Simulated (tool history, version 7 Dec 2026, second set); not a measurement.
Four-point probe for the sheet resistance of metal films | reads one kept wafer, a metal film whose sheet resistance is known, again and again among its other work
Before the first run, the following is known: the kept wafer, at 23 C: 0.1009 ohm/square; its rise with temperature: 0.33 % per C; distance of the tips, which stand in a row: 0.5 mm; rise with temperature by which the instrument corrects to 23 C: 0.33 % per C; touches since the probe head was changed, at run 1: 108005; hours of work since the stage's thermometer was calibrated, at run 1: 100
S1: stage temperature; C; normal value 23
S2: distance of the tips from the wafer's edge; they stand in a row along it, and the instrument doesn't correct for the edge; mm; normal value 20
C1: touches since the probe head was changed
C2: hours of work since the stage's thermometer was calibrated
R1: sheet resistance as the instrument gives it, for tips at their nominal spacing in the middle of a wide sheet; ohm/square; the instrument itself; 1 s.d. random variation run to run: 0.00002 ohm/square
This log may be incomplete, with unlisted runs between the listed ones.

run	hour	S1	S2	C1	C2	R1
1	0	23	20	108005	100	0.101365
2	55.1	23	20	110298	142	0.101417
3	96	23	20	112003	173	0.10143
4	133	28	20	113543	202	0.101457
5	168.9	25	20	115036	229	0.101439
6	237.3	20	20	117885	282	0.101441
7	272.1	20	20	119334	308	0.101458
8	335.5	23	21	121974	357	0.101454
9	378.1	23	21	123745	389	0.101473
10	446.6	23	20	126597	442	0.101458
11	482.3	23	20	128084	469	0.101473
12	554.1	23	20	131073	524	0.101527
13	606	23	20	133233	564	0.101514
14	640.3	23	20	134662	590	0.101484
15	685.5	23	20	136546	625	0.101507
# hour 690.5: stage's thermometer calibrated
16	726.4	23	20	138228	28	0.101528
17	796.4	23	28	141141	81	0.101497
18	858.4	23	28	143721	129	0.101514
19	927	23	28	146579	181	0.101568
20	959.5	28	4	147930	206	0.102374
# hour 1015.7: stage's thermometer calibrated, once more
21	1018.4	28	4	150361	2	0.102509
22	1089.9	28	4	153340	57	0.102507
23	1135.9	20	4	155254	92	0.102487
24	1176.7	23	8	156952	123	0.101837
25	1214.8	21	19	158542	153	0.101746
26	1286.8	28	4	161537	208	0.10255
27	1346.8	28	26	164037	254	0.101712
28	1388.5	21	7	165771	285	0.102
29	1422.2	32	15	167176	311	0.101774
30	1465.1	32	15	168961	344	0.101762
31	1536.1	23	19	171915	398	0.101797
32	1567.4	19	36	173222	423	0.101763
33	1599.3	26	36	174550	447	0.101773
34	1664.5	22	72	177262	497	0.10176

Consider 5 possible next runs. They are alternatives, not a sequence: every one starts from the tool as it was left by run 34. What does each give?
A	1717.2	28	45	179459	537	?
B	1717.2	29	51	179459	537	?
C	1717.2	27	16	179459	537	?
D	1717.2	22	3	179459	537	?
E	1717.2	29	8	179459	537	?

run	R1
A	0.101813
B	0.101776
C	0.10182
D	0.103265
E	0.102021
Had the tool no hidden state, the same runs would have come out as:
run	R1
A	0.100935
B	0.100898
C	0.100942
D	0.102376
E	0.10114
